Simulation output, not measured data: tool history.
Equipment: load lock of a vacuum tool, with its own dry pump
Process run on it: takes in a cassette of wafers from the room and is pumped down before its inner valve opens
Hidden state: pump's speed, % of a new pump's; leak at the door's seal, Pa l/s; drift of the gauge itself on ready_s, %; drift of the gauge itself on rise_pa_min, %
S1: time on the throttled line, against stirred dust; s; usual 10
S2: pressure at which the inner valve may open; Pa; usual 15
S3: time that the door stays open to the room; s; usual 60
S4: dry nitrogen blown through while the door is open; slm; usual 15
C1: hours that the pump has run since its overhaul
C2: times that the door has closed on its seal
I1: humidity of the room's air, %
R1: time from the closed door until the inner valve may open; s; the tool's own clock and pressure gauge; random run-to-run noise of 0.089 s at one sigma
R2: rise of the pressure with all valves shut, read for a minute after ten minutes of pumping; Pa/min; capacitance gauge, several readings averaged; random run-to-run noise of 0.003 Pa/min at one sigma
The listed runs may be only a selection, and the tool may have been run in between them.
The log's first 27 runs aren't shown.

run 28 day=102.225 | S1=16 S2=15 S3=60 S4=15 | C1=3217 C2=11724 | I1=41.7 | R1=25.71 R2=0.039
run 29 day=105.417 | S1=10 S2=24 S3=81 S4=14 | C1=3294 C2=11907 | I1=43.6 | R1=20.62 R2=0.038
run 30 day=109.538 | S1=17 S2=25 S3=219 S4=4 | C1=3393 C2=12142 | I1=47.6 | R1=25.35 R2=0.110
run 31 day=112.262 | S1=8 S2=29 S3=25 S4=29 | C1=3458 C2=12298 | I1=45.9 | R1=18.84 R2=0.024
run 32 day=116.875 | S1=7 S2=19 S3=60 S4=15 | C1=3569 C2=12561 | I1=41.8 | R1=18.70 R2=0.043
run 33 day=119.742 | S1=10 S2=15 S3=178 S4=4 | C1=3638 C2=12725 | I1=47.7 | R1=21.46 R2=0.105
run 34 day=124.792 | S1=10 S2=12 S3=147 S4=13 | C1=3759 C2=13013 | I1=43.8 | R1=21.76 R2=0.051
run 35 day=129.912 | S1=10 S2=12 S3=38 S4=13 | C1=3882 C2=13306 | I1=39.0 | R1=21.79 R2=0.033

What if the next run were any one of these 5? Each begins from the tool's condition after run 35:
run A day=132.279 | S1=10 S2=10 S3=52 S4=4 | C1=3939 C2=13441 | I1=46.9 | R1=? R2=?
run B day=132.279 | S1=7 S2=12 S3=38 S4=6 | C1=3939 C2=13441 | I1=42.7 | R1=? R2=?
run C day=132.279 | S1=10 S2=17 S3=60 S4=15 | C1=3939 C2=13441 | I1=46.3 | R1=? R2=?
run D day=132.279 | S1=10 S2=23 S3=226 S4=15 | C1=3939 C2=13441 | I1=46.5 | R1=? R2=?
run E day=132.279 | S1=11 S2=17 S3=38 S4=4 | C1=3939 C2=13441 | I1=46.7 | R1=? R2=?

run=A R1=22.06 R2=0.061
run=B R1=19.59 R2=0.041
run=C R1=21.06 R2=0.040
run=D R1=20.43 R2=0.068
run=E R1=21.70 R2=0.054
With the hidden condition removed and each run's random variation left untouched, the same runs would have given:
run=A R1=22.06 R2=0.060
run=B R1=19.59 R2=0.041
run=C R1=21.06 R2=0.039
run=D R1=20.42 R2=0.067
run=E R1=21.70 R2=0.054

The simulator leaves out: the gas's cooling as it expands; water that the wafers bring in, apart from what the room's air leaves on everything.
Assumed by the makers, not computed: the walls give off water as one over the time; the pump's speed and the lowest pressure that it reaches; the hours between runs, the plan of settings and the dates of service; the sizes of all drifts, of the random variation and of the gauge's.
